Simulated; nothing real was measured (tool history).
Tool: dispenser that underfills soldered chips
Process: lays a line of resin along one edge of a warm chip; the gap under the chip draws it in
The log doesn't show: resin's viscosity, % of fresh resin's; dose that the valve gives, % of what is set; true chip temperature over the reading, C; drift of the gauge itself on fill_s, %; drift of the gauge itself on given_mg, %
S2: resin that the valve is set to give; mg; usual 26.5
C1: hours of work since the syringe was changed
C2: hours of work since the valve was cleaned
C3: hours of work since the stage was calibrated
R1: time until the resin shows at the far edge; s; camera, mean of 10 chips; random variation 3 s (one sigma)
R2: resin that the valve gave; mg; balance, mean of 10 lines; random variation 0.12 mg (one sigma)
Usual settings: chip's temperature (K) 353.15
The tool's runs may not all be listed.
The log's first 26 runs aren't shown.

{"hour": 248.2, "done": "new syringe of resin"}
{"run": 27, "hour": 257.3, "chip's temperature (K)": 362.15, "S2": 26.5, "C1": 6, "C2": 107, "C3": 275, "R1": 294.7, "R2": 24.38}
{"run": 28, "hour": 263.7, "chip's temperature (K)": 353.15, "S2": 30.9, "C1": 9, "C2": 111, "C3": 279, "R1": 528.5, "R2": 28.39}
{"hour": 266.4, "done": "new syringe of resin"}
{"run": 29, "hour": 273.8, "chip's temperature (K)": 361.15, "S2": 31.6, "C1": 5, "C2": 117, "C3": 285, "R1": 271.4, "R2": 28.72}
{"hour": 278.4, "done": "dispensing valve cleaned and set on the balance"}
{"hour": 285.0, "done": "new syringe of resin"}
{"run": 30, "hour": 285.8, "chip's temperature (K)": 348.15, "S2": 29.0, "C1": 0, "C2": 4, "C3": 292, "R1": 342.9, "R2": 28.81}
{"run": 31, "hour": 293.1, "chip's temperature (K)": 348.15, "S2": 29.0, "C1": 5, "C2": 9, "C3": 296, "R1": 475.4, "R2": 28.69}
{"run": 32, "hour": 300.8, "chip's temperature (K)": 345.15, "S2": 27.9, "C1": 10, "C2": 14, "C3": 301, "R1": 748.0, "R2": 27.69}
{"hour": 303.2, "done": "new syringe of resin"}
{"run": 33, "hour": 312.8, "chip's temperature (K)": 353.15, "S2": 22.9, "C1": 6, "C2": 21, "C3": 308, "R1": 433.3, "R2": 22.63}
{"hour": 320.7, "done": "new syringe of resin"}
{"run": 34, "hour": 323.7, "chip's temperature (K)": 354.15, "S2": 23.9, "C1": 2, "C2": 27, "C3": 314, "R1": 308.0, "R2": 23.25}
{"run": 35, "hour": 329.8, "chip's temperature (K)": 354.15, "S2": 23.9, "C1": 6, "C2": 31, "C3": 318, "R1": 397.8, "R2": 23.18}

Forecast each of these 3 alternatives for the next run:
{"hour": 338.3, "done": "new syringe of resin"}
{"run": "A", "hour": 343.0, "chip's temperature (K)": 354.15, "S2": 23.1, "C1": 3, "C2": 39, "C3": 326, "R1": "?", "R2": "?"}
{"hour": 338.3, "done": "new syringe of resin"}
{"run": "B", "hour": 343.0, "chip's temperature (K)": 357.15, "S2": 26.5, "C1": 3, "C2": 39, "C3": 326, "R1": "?", "R2": "?"}
{"hour": 338.3, "done": "new syringe of resin"}
{"run": "C", "hour": 343.0, "chip's temperature (K)": 347.15, "S2": 23.9, "C1": 3, "C2": 39, "C3": 326, "R1": "?", "R2": "?"}

run=A R1=344.4 R2=22.50
run=B R1=283.5 R2=25.61
run=C R1=440.2 R2=22.96
Without the tool's hidden state the same runs would have given:
run=A R1=303.4 R2=23.20
run=B R1=250.6 R2=26.41
run=C R1=389.8 R2=23.68

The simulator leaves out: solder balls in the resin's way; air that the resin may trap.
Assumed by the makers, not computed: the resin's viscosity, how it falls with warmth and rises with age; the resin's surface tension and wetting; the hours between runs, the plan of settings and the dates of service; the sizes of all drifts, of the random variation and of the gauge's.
